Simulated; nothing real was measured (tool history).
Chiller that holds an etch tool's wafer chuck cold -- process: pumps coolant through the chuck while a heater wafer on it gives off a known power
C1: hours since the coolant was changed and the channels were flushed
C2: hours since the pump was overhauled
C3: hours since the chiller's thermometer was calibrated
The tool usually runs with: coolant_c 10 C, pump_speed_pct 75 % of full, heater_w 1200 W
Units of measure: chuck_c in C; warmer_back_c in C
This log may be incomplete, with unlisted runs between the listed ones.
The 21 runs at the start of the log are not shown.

run 22 hour=1972.9 | coolant_c=16 pump_speed_pct=71 heater_w=676 | C1=8168 C2=3382 C3=2608 | chuck_c=21.4 warmer_back_c=2.13
run 23 hour=2062.8 | coolant_c=16 pump_speed_pct=71 heater_w=855 | C1=8258 C2=3472 C3=2697 | chuck_c=22.9 warmer_back_c=2.72
run 24 hour=2140 | coolant_c=8 pump_speed_pct=75 heater_w=624 | C1=8335 C2=3549 C3=2775 | chuck_c=12.8 warmer_back_c=1.8
run 25 hour=2244.7 | coolant_c=18 pump_speed_pct=91 heater_w=909 | C1=8440 C2=3654 C3=2879 | chuck_c=23.7 warmer_back_c=2.1
run 26 hour=2371.4 | coolant_c=18 pump_speed_pct=91 heater_w=909 | C1=8567 C2=3781 C3=3006 | chuck_c=23.9 warmer_back_c=2.07
run 27 hour=2442.5 | coolant_c=18 pump_speed_pct=91 heater_w=674 | C1=8638 C2=3852 C3=3077 | chuck_c=22.4 warmer_back_c=1.5
run 28 hour=2570.7 | coolant_c=1 pump_speed_pct=75 heater_w=1475 | C1=8766 C2=3980 C3=3205 | chuck_c=12.4 warmer_back_c=4.46
run 29 hour=2635.1 | coolant_c=2 pump_speed_pct=73 heater_w=1678 | C1=8831 C2=4044 C3=3270 | chuck_c=15.2 warmer_back_c=5.28
run 30 hour=2730.7 | coolant_c=2 pump_speed_pct=73 heater_w=1678 | C1=8926 C2=4140 C3=3365 | chuck_c=15.1 warmer_back_c=5.26
run 31 hour=2806 | coolant_c=2 pump_speed_pct=71 heater_w=1678 | C1=9001 C2=4215 C3=3441 | chuck_c=15.6 warmer_back_c=5.43
run 32 hour=2926.5 | coolant_c=2 pump_speed_pct=71 heater_w=1678 | C1=9122 C2=4336 C3=3561 | chuck_c=15.4 warmer_back_c=5.43

Forecast each of these 4 alternatives for the next run:
run A hour=3012.4 | coolant_c=10 pump_speed_pct=67 heater_w=1149 | C1=9208 C2=4422 C3=3647 | chuck_c=? warmer_back_c=?
run B hour=3012.4 | coolant_c=17 pump_speed_pct=68 heater_w=921 | C1=9208 C2=4422 C3=3647 | chuck_c=? warmer_back_c=?
run C hour=3012.4 | coolant_c=19 pump_speed_pct=74 heater_w=650 | C1=9208 C2=4422 C3=3647 | chuck_c=? warmer_back_c=?
run D hour=3012.4 | coolant_c=2 pump_speed_pct=100 heater_w=1082 | C1=9208 C2=4422 C3=3647 | chuck_c=? warmer_back_c=?

run=A chuck_c=19.7 warmer_back_c=3.89
run=B chuck_c=24.7 warmer_back_c=2.98
run=C chuck_c=24.1 warmer_back_c=1.81
run=D chuck_c=8.2 warmer_back_c=2.2
With the hidden condition removed and each run's random variation left untouched, the same runs would have given:
run=A chuck_c=19.6 warmer_back_c=4.23
run=B chuck_c=24.7 warmer_back_c=3.31
run=C chuck_c=24.1 warmer_back_c=2.14
run=D chuck_c=8.2 warmer_back_c=2.54

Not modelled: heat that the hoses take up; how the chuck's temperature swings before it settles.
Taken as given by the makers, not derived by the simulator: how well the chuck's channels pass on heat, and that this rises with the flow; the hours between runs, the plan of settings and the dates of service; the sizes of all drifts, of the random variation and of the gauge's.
